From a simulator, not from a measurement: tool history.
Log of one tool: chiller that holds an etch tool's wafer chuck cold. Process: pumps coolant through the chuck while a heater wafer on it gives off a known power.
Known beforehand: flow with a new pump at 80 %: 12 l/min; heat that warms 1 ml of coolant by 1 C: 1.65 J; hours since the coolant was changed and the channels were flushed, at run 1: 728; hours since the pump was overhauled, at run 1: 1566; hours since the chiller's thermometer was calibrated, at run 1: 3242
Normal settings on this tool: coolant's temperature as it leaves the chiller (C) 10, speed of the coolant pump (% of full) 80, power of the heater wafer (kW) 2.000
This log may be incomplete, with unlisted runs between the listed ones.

run    hour  coolant's temperature as it leaves the chiller (C)  speed of the coolant pump (% of full)  power of the heater wafer (kW)  hours since the coolant was changed and the channels were flushed  hours since the pump was overhauled  hours since the chiller's thermometer was calibrated  chuck's temperature once it has settled (C)  how much warmer the coolant comes back (C)
  1     0.0                                                  10                                     80                           2.000                                                                728                                 1566                                                  3242                                         23.9                                        6.21
       20.3  -- chiller's thermometer calibrated
  2   209.3                                                  10                                     98                           2.000                                                                936                                 1774                                                   189                                         21.9                                        5.11
  3   395.8                                                  10                                     98                           2.000                                                               1123                                 1961                                                   375                                         21.7                                        5.19
  4   498.6                                                  10                                     98                           2.000                                                               1226                                 2064                                                   478                                         22.1                                        5.16
  5   650.3                                                  13                                     80                           2.000                                                               1377                                 2215                                                   630                                         27.0                                        6.28
  6   751.5                                                  17                                     84                           1.988                                                               1479                                 2317                                                   731                                         30.5                                        5.98
  7   838.4                                                  17                                     84                           1.988                                                               1565                                 2404                                                   818                                         30.5                                        6.00
  8  1043.5                                                  18                                     80                           2.079                                                               1771                                 2609                                                  1023                                         32.6                                        6.60
  9  1130.2                                                  10                                     73                           2.000                                                               1857                                 2695                                                  1110                                         25.3                                        7.03
 10  1333.8                                                  18                                     73                           1.853                                                               2061                                 2899                                                  1313                                         32.3                                        6.49

Each row is a separate what-if for the run after 10, all from the same tool condition, not one after another. Results?
  A  1484.1                                                   9                                     73                           1.318                                                               2211                                 3049                                                  1464                                            ?                                           ?
  B  1484.1                                                   0                                     84                           1.002                                                               2211                                 3049                                                  1464                                            ?                                           ?
  C  1484.1                                                   5                                     83                           2.336                                                               2211                                 3049                                                  1464                                            ?                                           ?
  D  1484.1                                                  19                                     64                           1.520                                                               2211                                 3049                                                  1464                                            ?                                           ?
  E  1484.1                                                  15                                     73                           2.000                                                               2211                                 3049                                                  1464                                            ?                                           ?

run  chuck's temperature once it has settled (C)  how much warmer the coolant comes back (C)
  A                                         19.2                                        4.63
  B                                          7.1                                        3.03
  C                                         21.2                                        7.26
  D                                         31.9                                        6.12
  E                                         30.3                                        7.05
Stripped of hidden state, with their random variation kept, the same runs would have yielded:
run  chuck's temperature once it has settled (C)  how much warmer the coolant comes back (C)
  A                                         18.5                                        4.35
  B                                          6.6                                        2.85
  C                                         20.1                                        6.84
  D                                         31.0                                        5.76
  E                                         29.3                                        6.64
